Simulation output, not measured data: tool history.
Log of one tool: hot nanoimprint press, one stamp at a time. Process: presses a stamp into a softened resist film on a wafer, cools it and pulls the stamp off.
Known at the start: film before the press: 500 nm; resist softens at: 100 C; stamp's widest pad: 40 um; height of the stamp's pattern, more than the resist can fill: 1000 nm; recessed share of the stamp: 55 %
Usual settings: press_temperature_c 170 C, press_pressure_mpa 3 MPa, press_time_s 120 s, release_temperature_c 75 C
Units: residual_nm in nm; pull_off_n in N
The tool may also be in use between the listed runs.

Run 1, hour 0: usual settings. Result: residual_nm 268.5 nm, pull_off_n 125 N.
At hour 14.8: plate thermocouple calibrated.
Run 2, hour 18.8: usual settings. Result: residual_nm 270.5 nm, pull_off_n 123 N.
Run 3, hour 38.3: usual settings. Result: residual_nm 268 nm, pull_off_n 126 N.
At hour 51.5: stamp cleaned and given a new release coat.
Run 4, hour 56.7: usual settings but release_temperature_c 66 C. Result: residual_nm 270.7 nm, pull_off_n 133 N.
Run 5, hour 72.3: usual settings but release_temperature_c 80 C. Result: residual_nm 268.9 nm, pull_off_n 113 N.
Run 6, hour 91.8: usual settings but release_temperature_c 80 C. Result: residual_nm 270 nm, pull_off_n 114 N.
Run 7, hour 116.5: usual settings but release_temperature_c 80 C. Result: residual_nm 269.3 nm, pull_off_n 114 N.
Run 8, hour 136.4: usual settings. Result: residual_nm 270.4 nm, pull_off_n 125 N.
Run 9, hour 149: usual settings. Result: residual_nm 269.2 nm, pull_off_n 121 N.
Run 10, hour 162.3: usual settings. Result: residual_nm 270.6 nm, pull_off_n 119 N.
Run 11, hour 189.2: usual settings. Result: residual_nm 271.7 nm, pull_off_n 122 N.
Run 12, hour 213.1: usual settings. Result: residual_nm 268.5 nm, pull_off_n 126 N.
Run 13, hour 233.6: usual settings. Result: residual_nm 270.4 nm, pull_off_n 125 N.
Run 14, hour 246.7: usual settings. Result: residual_nm 268.3 nm, pull_off_n 124 N.
Run 15, hour 272.7: usual settings. Result: residual_nm 268.1 nm, pull_off_n 118 N.
Run 16, hour 299.1: usual settings. Result: residual_nm 268.1 nm, pull_off_n 123 N.
Run 17, hour 319.5: usual settings but press_pressure_mpa 2.79 MPa. Result: residual_nm 279 nm, pull_off_n 123 N.
Run 18, hour 346.2: usual settings but press_pressure_mpa 2.79 MPa, press_time_s 79 s, release_temperature_c 76 C. Result: residual_nm 317.6 nm, pull_off_n 124 N.
Run 19, hour 369.5: usual settings but press_pressure_mpa 2.79 MPa, press_time_s 79 s, release_temperature_c 76 C. Result: residual_nm 315.5 nm, pull_off_n 123 N.
Run 20, hour 392.7: usual settings but press_pressure_mpa 2.79 MPa, press_time_s 79 s, release_temperature_c 76 C. Result: residual_nm 313.6 nm, pull_off_n 124 N.
Run 21, hour 411.6: usual settings but press_temperature_c 163 C, press_pressure_mpa 2.79 MPa, press_time_s 77 s. Result: residual_nm 383.9 nm, pull_off_n 123 N.
Run 22, hour 431.3: usual settings but press_temperature_c 163 C, press_pressure_mpa 2.79 MPa, press_time_s 77 s. Result: residual_nm 383.4 nm, pull_off_n 121 N.
Run 23, hour 452.6: usual settings but press_temperature_c 163 C, press_pressure_mpa 2.79 MPa, press_time_s 77 s. Result: residual_nm 381.9 nm, pull_off_n 126 N.
Run 24, hour 471.3: usual settings but press_temperature_c 163 C, press_pressure_mpa 2.79 MPa, press_time_s 108 s. Result: residual_nm 354.9 nm, pull_off_n 122 N.
Run 25, hour 486.9: usual settings but press_pressure_mpa 3.08 MPa, press_time_s 65 s, release_temperature_c 61 C. Result: residual_nm 318.9 nm, pull_off_n 143 N.
Run 26, hour 498.8: usual settings but press_temperature_c 173 C, press_pressure_mpa 3.08 MPa, press_time_s 65 s, release_temperature_c 62 C. Result: residual_nm 294 nm, pull_off_n 142 N.
Run 27, hour 517.6: usual settings but press_temperature_c 181 C, press_pressure_mpa 4.7 MPa, press_time_s 156 s, release_temperature_c 81 C. Result: residual_nm 128.1 nm, pull_off_n 114 N.
At hour 532.7: stamp cleaned and given a new release coat.
Run 28, hour 548: usual settings but press_temperature_c 181 C, press_pressure_mpa 4.7 MPa, press_time_s 105 s, release_temperature_c 70 C. Result: residual_nm 149.4 nm, pull_off_n 129 N.
Run 29, hour 566.8: usual settings but press_temperature_c 174 C, press_pressure_mpa 2.04 MPa, press_time_s 77 s. Result: residual_nm 316.5 nm, pull_off_n 127 N.
Run 30, hour 578.6: usual settings but press_temperature_c 174 C, press_pressure_mpa 2.04 MPa, press_time_s 77 s. Result: residual_nm 317.9 nm, pull_off_n 122 N.
Run 31, hour 592.9: usual settings but press_temperature_c 166 C, press_pressure_mpa 2.54 MPa, press_time_s 119 s, release_temperature_c 65 C. Result: residual_nm 330.1 nm, pull_off_n 139 N.

3 ways to go on from here, each from the tool as it stands after run 31. What would each give?
Run A, hour 607.7: usual settings but press_temperature_c 173 C, press_pressure_mpa 2.03 MPa, press_time_s 182 s. Result: residual_nm ?, pull_off_n ?.
Run B, hour 607.7: usual settings but press_temperature_c 176 C, press_time_s 134 s. Result: residual_nm ?, pull_off_n ?.
Run C, hour 607.7: usual settings but press_temperature_c 166 C, press_pressure_mpa 2.54 MPa, press_time_s 119 s, release_temperature_c 70 C. Result: residual_nm ?, pull_off_n ?.

run  residual_nm  pull_off_n
  A        252.8         120
  B        207.4         127
  C        328.8         128
Without the tool's hidden state the same runs would have given:
run  residual_nm  pull_off_n
  A        253.4         120
  B        207.9         127
  C        329.5         127
